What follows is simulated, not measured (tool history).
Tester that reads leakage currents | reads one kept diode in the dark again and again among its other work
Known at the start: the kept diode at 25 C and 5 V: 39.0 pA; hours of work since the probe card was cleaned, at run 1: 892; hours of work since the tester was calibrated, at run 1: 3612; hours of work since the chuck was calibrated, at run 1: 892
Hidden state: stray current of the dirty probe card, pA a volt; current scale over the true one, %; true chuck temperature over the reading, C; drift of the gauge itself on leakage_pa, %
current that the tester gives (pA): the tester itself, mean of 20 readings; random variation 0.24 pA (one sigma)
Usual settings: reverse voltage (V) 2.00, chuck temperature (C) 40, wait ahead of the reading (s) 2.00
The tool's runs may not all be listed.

run	hour	reverse voltage (V)	chuck temperature (C)	wait ahead of the reading (s)	hours of work since the probe card was cleaned	hours of work since the tester was calibrated	hours of work since the chuck was calibrated	current that the tester gives (pA)
1	0.0	2.00	40	2.00	892	3612	892	79.08
2	132.3	2.00	40	2.00	956	3676	956	78.84
# hour 293.1: chuck's temperature calibrated
3	311.2	2.00	22	2.00	1043	3763	9	20.55
4	434.1	2.00	40	2.00	1103	3823	69	79.55
5	596.6	2.00	40	2.00	1183	3903	149	79.10
6	784.3	2.00	40	2.00	1275	3994	240	79.18
7	911.9	2.00	40	2.00	1337	4057	303	79.10
8	1053.3	2.00	40	2.00	1406	4126	372	79.24
9	1231.4	2.00	40	2.00	1493	4213	459	79.06
10	1409.5	2.00	40	2.00	1581	4300	546	79.33
11	1500.3	2.00	40	2.00	1625	4345	591	79.13
12	1578.6	2.00	40	2.00	1663	4383	629	79.66
13	1768.9	2.00	40	2.00	1756	4476	722	79.04
14	1890.0	2.00	40	2.00	1816	4536	782	79.04
15	2076.6	2.00	40	2.00	1907	4627	873	79.44
16	2184.6	2.00	40	2.00	1960	4680	926	79.18
17	2334.1	2.00	40	2.00	2033	4753	999	78.99
# hour 2418.0: chuck's temperature calibrated
18	2484.6	4.84	40	2.00	2106	4826	33	117.92
# hour 2577.0: probe card cleaned and baked
19	2619.2	6.93	33	0.94	21	4890	97	83.62
20	2746.6	6.93	33	0.94	83	4952	159	83.46
21	2879.7	6.93	33	0.94	148	5018	225	83.90
22	3058.2	2.00	35	2.00	236	5105	312	55.55
23	3240.2	2.60	45	4.58	325	5194	401	125.90
24	3318.0	2.36	26	2.49	363	5232	439	30.18
25	3499.1	6.65	40	3.08	451	5321	528	135.49
26	3620.7	14.53	39	2.07	511	5380	587	179.16
27	3715.9	2.27	26	2.07	557	5427	634	29.74
28	3900.5	5.64	58	5.48	648	5517	724	419.46
29	4039.5	2.00	21	0.71	716	5585	792	19.12
30	4228.4	2.00	36	1.41	808	5678	885	59.28
31	4323.1	1.73	30	1.41	855	5724	931	35.70
32	4489.4	1.73	30	1.41	936	5805	1012	35.77
# hour 4535.8: chuck's temperature calibrated
33	4621.3	12.02	45	9.81	1000	5869	42	250.22

Forecast each of these 5 alternatives for the next run:
# hour 4723.9: tester calibrated
A	4773.4	2.00	24	2.00	1073	24	115	?
# hour 4723.9: tester calibrated
B	4773.4	17.97	40	0.66	1073	24	115	?
# hour 4723.9: tester calibrated
C	4773.4	18.55	40	2.00	1073	24	115	?
# hour 4723.9: tester calibrated
D	4773.4	1.04	45	3.59	1073	24	115	?
# hour 4723.9: tester calibrated
E	4773.4	7.39	41	8.89	1073	24	115	?

run	current that the tester gives (pA)
A	23.95
B	212.55
C	214.71
D	83.76
E	151.78
Without the tool's hidden state the same runs would have given:
run	current that the tester gives (pA)
A	23.93
B	212.36
C	214.51
D	83.77
E	151.73
